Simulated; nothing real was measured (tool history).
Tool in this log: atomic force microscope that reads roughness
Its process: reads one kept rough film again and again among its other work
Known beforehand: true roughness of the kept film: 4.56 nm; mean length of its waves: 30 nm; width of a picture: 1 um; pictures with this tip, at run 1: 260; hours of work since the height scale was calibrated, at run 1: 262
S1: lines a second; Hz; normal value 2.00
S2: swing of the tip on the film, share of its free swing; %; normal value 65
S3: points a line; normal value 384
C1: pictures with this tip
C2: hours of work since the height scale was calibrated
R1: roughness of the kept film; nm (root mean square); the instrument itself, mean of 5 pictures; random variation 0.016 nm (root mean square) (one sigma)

| run | hour | S1 | S2 | S3 | C1 | C2 | R1 |
|---|---|---|---|---|---|---|---|
| 1 | 0.0 | 2.00 | 65 | 384 | 260 | 262 | 3.121 |
| 2 | 29.7 | 0.84 | 65 | 384 | 287 | 276 | 3.236 |
| 3 | 45.4 | 0.84 | 65 | 384 | 302 | 284 | 3.184 |
| 4 | 68.1 | 0.84 | 65 | 384 | 323 | 295 | 3.110 |
| 5 | 84.6 | 0.84 | 65 | 384 | 338 | 303 | 3.093 |
|  | 101.6 | new tip fitted |
| 6 | 109.8 | 0.84 | 65 | 384 | 8 | 315 | 3.864 |
| 7 | 141.3 | 2.00 | 65 | 384 | 37 | 330 | 3.621 |
| 8 | 158.1 | 2.00 | 65 | 384 | 53 | 338 | 3.602 |
| 9 | 182.7 | 2.00 | 65 | 384 | 76 | 350 | 3.510 |
| 10 | 196.6 | 2.00 | 65 | 384 | 88 | 357 | 3.494 |
| 11 | 222.3 | 0.73 | 65 | 384 | 112 | 369 | 3.589 |
| 12 | 243.5 | 2.00 | 65 | 808 | 132 | 379 | 3.362 |
| 13 | 263.2 | 2.00 | 60 | 384 | 150 | 389 | 3.399 |
| 14 | 279.9 | 2.00 | 60 | 384 | 166 | 397 | 3.351 |
| 15 | 307.2 | 2.00 | 60 | 384 | 191 | 410 | 3.314 |
| 16 | 322.1 | 2.00 | 60 | 384 | 205 | 417 | 3.228 |
| 17 | 338.6 | 2.00 | 60 | 384 | 220 | 425 | 3.225 |
| 18 | 355.9 | 2.00 | 83 | 384 | 236 | 434 | 2.747 |
| 19 | 378.1 | 2.00 | 83 | 384 | 257 | 444 | 2.706 |
| 20 | 406.7 | 2.00 | 65 | 284 | 283 | 458 | 2.990 |
| 21 | 433.0 | 2.00 | 65 | 284 | 308 | 471 | 2.957 |
| 22 | 446.2 | 2.00 | 65 | 284 | 320 | 477 | 2.939 |
| 23 | 472.0 | 3.98 | 61 | 440 | 344 | 490 | 2.757 |
|  | 481.8 | new tip fitted |
| 24 | 495.4 | 3.98 | 61 | 440 | 12 | 501 | 3.586 |

Run 25, settings as shown, results not yet in. Your forecast:
| 25 | 522.6 | 3.98 | 61 | 440 | 37 | 514 | ? |

{"run 25": {"R1": 3.533}}
Minus the tool's unlogged condition, the same run would have read R1 3.673 nm (root mean square).
